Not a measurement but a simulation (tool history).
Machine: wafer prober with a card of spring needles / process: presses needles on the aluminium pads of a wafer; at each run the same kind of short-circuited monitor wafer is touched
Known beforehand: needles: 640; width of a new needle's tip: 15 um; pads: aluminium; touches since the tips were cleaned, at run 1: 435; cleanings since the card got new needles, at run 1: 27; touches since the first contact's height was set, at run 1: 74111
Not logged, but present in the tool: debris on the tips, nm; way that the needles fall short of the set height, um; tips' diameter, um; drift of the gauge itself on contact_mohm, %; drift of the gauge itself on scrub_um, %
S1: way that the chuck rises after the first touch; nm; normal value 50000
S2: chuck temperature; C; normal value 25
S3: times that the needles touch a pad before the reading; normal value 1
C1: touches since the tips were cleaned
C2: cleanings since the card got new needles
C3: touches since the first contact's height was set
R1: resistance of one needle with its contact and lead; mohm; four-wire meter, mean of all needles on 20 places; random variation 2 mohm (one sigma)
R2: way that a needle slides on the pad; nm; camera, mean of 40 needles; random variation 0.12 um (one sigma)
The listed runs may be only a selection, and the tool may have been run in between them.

{"run": 1, "day": 0.0, "S1": 50000, "S2": 25, "S3": 1, "C1": 435, "C2": 27, "C3": 74111, "R1": 279, "R2": 7640}
{"day": 0.292, "done": "tips cleaned on abrasive film"}
{"day": 0.654, "done": "tips cleaned on abrasive film"}
{"day": 1.017, "done": "tips cleaned on abrasive film"}
{"day": 1.379, "done": "tips cleaned on abrasive film"}
{"run": 2, "day": 1.379, "S1": 50000, "S2": 25, "S3": 1, "C1": 0, "C2": 31, "C3": 85196, "R1": 243, "R2": 7540}
{"day": 1.738, "done": "tips cleaned on abrasive film"}
{"day": 2.029, "done": "tips cleaned on abrasive film"}
{"run": 3, "day": 2.175, "S1": 50000, "S2": 25, "S3": 1, "C1": 1185, "C2": 33, "C3": 91627, "R1": 354, "R2": 7260}
{"day": 2.325, "done": "tips cleaned on abrasive film"}
{"day": 2.688, "done": "tips cleaned on abrasive film"}
{"day": 3.05, "done": "tips cleaned on abrasive film"}
{"run": 4, "day": 3.083, "S1": 50000, "S2": 25, "S3": 1, "C1": 272, "C2": 36, "C3": 98916, "R1": 279, "R2": 7370}
{"day": 3.375, "done": "tips cleaned on abrasive film"}
{"day": 3.667, "done": "tips cleaned on abrasive film"}
{"run": 5, "day": 3.775, "S1": 50000, "S2": 25, "S3": 1, "C1": 880, "C2": 38, "C3": 104475, "R1": 330, "R2": 7470}
{"day": 3.996, "done": "tips cleaned on abrasive film"}
{"day": 4.358, "done": "tips cleaned on abrasive film"}
{"day": 4.717, "done": "tips cleaned on abrasive film"}
{"day": 5.079, "done": "tips cleaned on abrasive film"}
{"run": 6, "day": 5.292, "S1": 66000, "S2": 25, "S3": 1, "C1": 1715, "C2": 42, "C3": 116671, "R1": 323, "R2": 10050}
{"day": 5.438, "done": "tips cleaned on abrasive film"}
{"day": 5.729, "done": "tips cleaned on abrasive film"}
{"day": 6.021, "done": "tips cleaned on abrasive film"}
{"day": 6.379, "done": "tips cleaned on abrasive film"}
{"day": 6.742, "done": "tips cleaned on abrasive film"}
{"run": 7, "day": 6.788, "S1": 53000, "S2": 25, "S3": 1, "C1": 378, "C2": 47, "C3": 128691, "R1": 278, "R2": 7910}
{"day": 7.079, "done": "tips cleaned on abrasive film"}
{"day": 7.433, "done": "tips cleaned on abrasive film"}
{"day": 7.8, "done": "tips cleaned on abrasive film"}
{"run": 8, "day": 8.088, "S1": 50000, "S2": 25, "S3": 1, "C1": 2338, "C2": 50, "C3": 139162, "R1": 470, "R2": 7200}
{"day": 8.175, "done": "tips cleaned on abrasive film"}
{"day": 8.538, "done": "tips cleaned on abrasive film"}
{"day": 8.829, "done": "tips cleaned on abrasive film"}
{"day": 9.192, "done": "tips cleaned on abrasive film"}
{"day": 9.483, "done": "tips cleaned on abrasive film, once more"}
{"run": 9, "day": 9.529, "S1": 50000, "S2": 25, "S3": 1, "C1": 360, "C2": 55, "C3": 150750, "R1": 296, "R2": 7170}
{"day": 9.821, "done": "tips cleaned on abrasive film"}
{"day": 10.179, "done": "tips cleaned on abrasive film"}
{"day": 10.471, "done": "tips cleaned on abrasive film"}
{"run": 10, "day": 10.471, "S1": 50000, "S2": 25, "S3": 1, "C1": 0, "C2": 58, "C3": 158308, "R1": 248, "R2": 7170}
{"day": 10.762, "done": "tips cleaned on abrasive film"}
{"day": 11.054, "done": "tips cleaned on abrasive film"}
{"day": 11.417, "done": "tips cleaned on abrasive film"}
{"day": 11.779, "done": "tips cleaned on abrasive film"}
{"run": 11, "day": 11.783, "S1": 50000, "S2": 25, "S3": 1, "C1": 32, "C2": 62, "C3": 168862, "R1": 256, "R2": 7040}
{"day": 12.075, "done": "tips cleaned on abrasive film"}
{"day": 12.442, "done": "tips cleaned on abrasive film"}
{"run": 12, "day": 12.562, "S1": 50000, "S2": 60, "S3": 1, "C1": 996, "C2": 64, "C3": 175135, "R1": 376, "R2": 7170}
{"day": 12.783, "done": "tips cleaned on abrasive film"}
{"day": 13.146, "done": "tips cleaned on abrasive film"}
{"day": 13.508, "done": "tips cleaned on abrasive film"}
{"day": 13.871, "done": "tips cleaned on abrasive film"}
{"run": 13, "day": 14.108, "S1": 50000, "S2": 60, "S3": 1, "C1": 1915, "C2": 68, "C3": 187576, "R1": 481, "R2": 6820}
{"day": 14.175, "done": "tips cleaned on abrasive film"}
{"day": 14.542, "done": "tips cleaned on abrasive film"}
{"day": 14.904, "done": "tips cleaned on abrasive film"}
{"day": 15.196, "done": "tips cleaned on abrasive film"}
{"day": 15.554, "done": "tips cleaned on abrasive film"}
{"run": 14, "day": 15.667, "S1": 50000, "S2": 60, "S3": 1, "C1": 923, "C2": 73, "C3": 200110, "R1": 367, "R2": 7030}
{"day": 15.888, "done": "tips cleaned on abrasive film"}
{"day": 16.179, "done": "tips cleaned on abrasive film"}
{"day": 16.538, "done": "tips cleaned on abrasive film"}
{"day": 16.9, "done": "tips cleaned on abrasive film"}
{"day": 17.204, "done": "tips cleaned on abrasive film"}
{"run": 15, "day": 17.204, "S1": 33000, "S2": 122, "S3": 2, "C1": 0, "C2": 78, "C3": 212454, "R1": 328, "R2": 4020}
{"day": 17.567, "done": "tips cleaned on abrasive film"}
{"day": 17.929, "done": "tips cleaned on abrasive film"}
{"day": 18.017, "done": "height of the first contact set anew"}
{"day": 18.304, "done": "tips cleaned on abrasive film"}
{"day": 18.671, "done": "tips cleaned on abrasive film"}
{"run": 16, "day": 18.692, "S1": 30000, "S2": 62, "S3": 2, "C1": 192, "C2": 82, "C3": 5455, "R1": 306, "R2": 4990}
{"day": 18.979, "done": "tips cleaned on abrasive film"}
{"day": 19.342, "done": "tips cleaned on abrasive film"}
{"day": 19.704, "done": "tips cleaned on abrasive film"}
{"day": 20.067, "done": "tips cleaned on abrasive film"}
{"run": 17, "day": 20.225, "S1": 49000, "S2": 64, "S3": 1, "C1": 1272, "C2": 86, "C3": 17790, "R1": 386, "R2": 7720}
{"day": 20.371, "done": "tips cleaned on abrasive film"}
{"day": 20.738, "done": "tips cleaned on abrasive film"}
{"day": 21.1, "done": "tips cleaned on abrasive film"}
{"day": 21.392, "done": "tips cleaned on abrasive film"}
{"run": 18, "day": 21.392, "S1": 49000, "S2": 64, "S3": 1, "C1": 0, "C2": 90, "C3": 27140, "R1": 261, "R2": 7670}
{"day": 21.754, "done": "tips cleaned on abrasive film"}
{"day": 22.046, "done": "tips cleaned on abrasive film"}
{"day": 22.408, "done": "tips cleaned on abrasive film"}
{"day": 22.742, "done": "tips cleaned on abrasive film"}
{"run": 19, "day": 22.742, "S1": 41000, "S2": 27, "S3": 2, "C1": 0, "C2": 94, "C3": 37995, "R1": 247, "R2": 6180}
{"day": 23.1, "done": "tips cleaned on abrasive film"}
{"day": 23.454, "done": "tips cleaned on abrasive film"}
{"day": 23.817, "done": "tips cleaned on abrasive film"}
{"run": 20, "day": 24.038, "S1": 64000, "S2": 25, "S3": 3, "C1": 1779, "C2": 97, "C3": 48450, "R1": 262, "R2": 9930}
{"day": 24.112, "done": "tips cleaned on abrasive film"}
{"day": 24.404, "done": "tips cleaned on abrasive film"}
{"day": 24.762, "done": "tips cleaned on abrasive film"}
{"day": 25.125, "done": "tips cleaned on abrasive film"}
{"day": 25.488, "done": "tips cleaned on abrasive film"}
{"run": 21, "day": 25.567, "S1": 50000, "S2": 26, "S3": 2, "C1": 628, "C2": 102, "C3": 60731, "R1": 295, "R2": 7680}
{"day": 25.783, "done": "tips cleaned on abrasive film"}
{"day": 26.142, "done": "tips cleaned on abrasive film"}
{"day": 26.433, "done": "tips cleaned on abrasive film"}
{"day": 26.733, "done": "tips cleaned on abrasive film"}
{"run": 22, "day": 26.733, "S1": 50000, "S2": 26, "S3": 2, "C1": 0, "C2": 106, "C3": 70105, "R1": 248, "R2": 7570}
{"day": 27.092, "done": "tips cleaned on abrasive film"}
{"day": 27.454, "done": "tips cleaned on abrasive film"}
{"day": 27.817, "done": "tips cleaned on abrasive film"}
{"run": 23, "day": 27.9, "S1": 50000, "S2": 89, "S3": 3, "C1": 673, "C2": 109, "C3": 79500, "R1": 278, "R2": 7770}
{"day": 28.121, "done": "tips cleaned on abrasive film"}
{"day": 28.483, "done": "tips cleaned on abrasive film"}
{"day": 28.838, "done": "tips cleaned on abrasive film"}
{"day": 29.196, "done": "tips cleaned on abrasive film"}
{"run": 24, "day": 29.4, "S1": 41000, "S2": 41, "S3": 1, "C1": 1667, "C2": 113, "C3": 91588, "R1": 559, "R2": 6130}
{"day": 29.55, "done": "tips cleaned on abrasive film"}
{"day": 29.904, "done": "tips cleaned on abrasive film"}
{"day": 30.271, "done": "tips cleaned on abrasive film"}
{"day": 30.633, "done": "tips cleaned on abrasive film"}
{"run": 25, "day": 30.808, "S1": 50000, "S2": 105, "S3": 2, "C1": 1446, "C2": 117, "C3": 102921, "R1": 367, "R2": 7440}
{"day": 30.958, "done": "tips cleaned on abrasive film"}
{"day": 31.321, "done": "tips cleaned on abrasive film"}
{"day": 31.679, "done": "tips cleaned on abrasive film"}
{"day": 32.042, "done": "tips cleaned on abrasive film"}
{"run": 26, "day": 32.138, "S1": 50000, "S2": 105, "S3": 2, "C1": 767, "C2": 121, "C3": 113592, "R1": 322, "R2": 7350}

Here are 5 independent what-if runs from the current tool condition. What would each one return?
{"day": 32.358, "done": "tips cleaned on abrasive film"}
{"day": 32.721, "done": "tips cleaned on abrasive film"}
{"day": 33.079, "done": "tips cleaned on abrasive film"}
{"run": "A", "day": 33.104, "S1": 42000, "S2": 25, "S3": 1, "C1": 205, "C2": 124, "C3": 121372, "R1": "?", "R2": "?"}
{"day": 32.358, "done": "tips cleaned on abrasive film"}
{"day": 32.721, "done": "tips cleaned on abrasive film"}
{"day": 33.079, "done": "tips cleaned on abrasive film"}
{"run": "B", "day": 33.104, "S1": 51000, "S2": 51, "S3": 2, "C1": 205, "C2": 124, "C3": 121372, "R1": "?", "R2": "?"}
{"day": 32.358, "done": "tips cleaned on abrasive film"}
{"day": 32.721, "done": "tips cleaned on abrasive film"}
{"day": 33.079, "done": "tips cleaned on abrasive film"}
{"run": "C", "day": 33.104, "S1": 59000, "S2": 25, "S3": 1, "C1": 205, "C2": 124, "C3": 121372, "R1": "?", "R2": "?"}
{"day": 32.358, "done": "tips cleaned on abrasive film"}
{"day": 32.721, "done": "tips cleaned on abrasive film"}
{"day": 33.079, "done": "tips cleaned on abrasive film"}
{"run": "D", "day": 33.104, "S1": 36000, "S2": 65, "S3": 2, "C1": 205, "C2": 124, "C3": 121372, "R1": "?", "R2": "?"}
{"day": 32.358, "done": "tips cleaned on abrasive film"}
{"day": 32.721, "done": "tips cleaned on abrasive film"}
{"day": 33.079, "done": "tips cleaned on abrasive film"}
{"run": "E", "day": 33.104, "S1": 50000, "S2": 100, "S3": 3, "C1": 205, "C2": 124, "C3": 121372, "R1": "?", "R2": "?"}

run=A R1=302 R2=5950
run=B R1=267 R2=7480
run=C R1=263 R2=8910
run=D R1=313 R2=5130
run=E R1=267 R2=7500
Without the tool's hidden state the same runs would have given:
run=A R1=221 R2=6690
run=B R1=230 R2=8210
run=C R1=221 R2=9660
run=D R1=241 R2=5880
run=E R1=239 R2=8240
